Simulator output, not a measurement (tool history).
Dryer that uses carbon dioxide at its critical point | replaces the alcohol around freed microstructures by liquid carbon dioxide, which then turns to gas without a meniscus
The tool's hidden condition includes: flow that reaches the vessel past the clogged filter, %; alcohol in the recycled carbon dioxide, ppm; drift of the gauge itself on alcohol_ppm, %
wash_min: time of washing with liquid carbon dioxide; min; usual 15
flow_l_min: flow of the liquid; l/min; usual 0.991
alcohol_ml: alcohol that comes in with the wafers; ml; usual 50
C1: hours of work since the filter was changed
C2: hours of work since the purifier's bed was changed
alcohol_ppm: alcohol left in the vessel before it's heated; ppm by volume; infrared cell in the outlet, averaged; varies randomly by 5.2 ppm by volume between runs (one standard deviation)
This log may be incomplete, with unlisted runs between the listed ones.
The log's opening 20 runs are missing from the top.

{"run": 21, "hour": 393.7, "wash_min": 19, "flow_l_min": 1.104, "alcohol_ml": 65, "C1": 57, "C2": 332, "alcohol_ppm": 76}
{"run": 22, "hour": 416.2, "wash_min": 11, "flow_l_min": 0.823, "alcohol_ml": 34, "C1": 69, "C2": 344, "alcohol_ppm": 796}
{"run": 23, "hour": 436.4, "wash_min": 15, "flow_l_min": 0.823, "alcohol_ml": 76, "C1": 79, "C2": 355, "alcohol_ppm": 600}
{"run": 24, "hour": 451.9, "wash_min": 21, "flow_l_min": 0.991, "alcohol_ml": 84, "C1": 88, "C2": 363, "alcohol_ppm": 106}
{"run": 25, "hour": 466.6, "wash_min": 21, "flow_l_min": 0.991, "alcohol_ml": 84, "C1": 95, "C2": 370, "alcohol_ppm": 102}
{"run": 26, "hour": 487.7, "wash_min": 21, "flow_l_min": 0.991, "alcohol_ml": 84, "C1": 107, "C2": 382, "alcohol_ppm": 113}
{"run": 27, "hour": 513.5, "wash_min": 21, "flow_l_min": 0.991, "alcohol_ml": 84, "C1": 120, "C2": 395, "alcohol_ppm": 119}
{"run": 28, "hour": 530.8, "wash_min": 21, "flow_l_min": 0.989, "alcohol_ml": 70, "C1": 129, "C2": 404, "alcohol_ppm": 108}
{"run": 29, "hour": 554.2, "wash_min": 16, "flow_l_min": 0.734, "alcohol_ml": 85, "C1": 141, "C2": 417, "alcohol_ppm": 1020}
{"hour": 577.7, "done": "inlet filter changed"}
{"run": 30, "hour": 580.6, "wash_min": 16, "flow_l_min": 0.734, "alcohol_ml": 85, "C1": 2, "C2": 430, "alcohol_ppm": 644}
{"run": 31, "hour": 606.2, "wash_min": 10, "flow_l_min": 1.459, "alcohol_ml": 55, "C1": 15, "C2": 443, "alcohol_ppm": 212}

Branching from run 31: 3 alternative next runs. What would each branch give?
{"run": "A", "hour": 623.3, "wash_min": 12, "flow_l_min": 1.459, "alcohol_ml": 27, "C1": 24, "C2": 452, "alcohol_ppm": "?"}
{"run": "B", "hour": 623.3, "wash_min": 11, "flow_l_min": 0.991, "alcohol_ml": 50, "C1": 24, "C2": 452, "alcohol_ppm": "?"}
{"run": "C", "hour": 623.3, "wash_min": 15, "flow_l_min": 1.512, "alcohol_ml": 50, "C1": 24, "C2": 452, "alcohol_ppm": "?"}

run=A alcohol_ppm=99
run=B alcohol_ppm=573
run=C alcohol_ppm=87
With the hidden condition removed and each run's random variation left untouched, the same runs would have given:
run=A alcohol_ppm=16
run=B alcohol_ppm=450
run=C alcohol_ppm=7
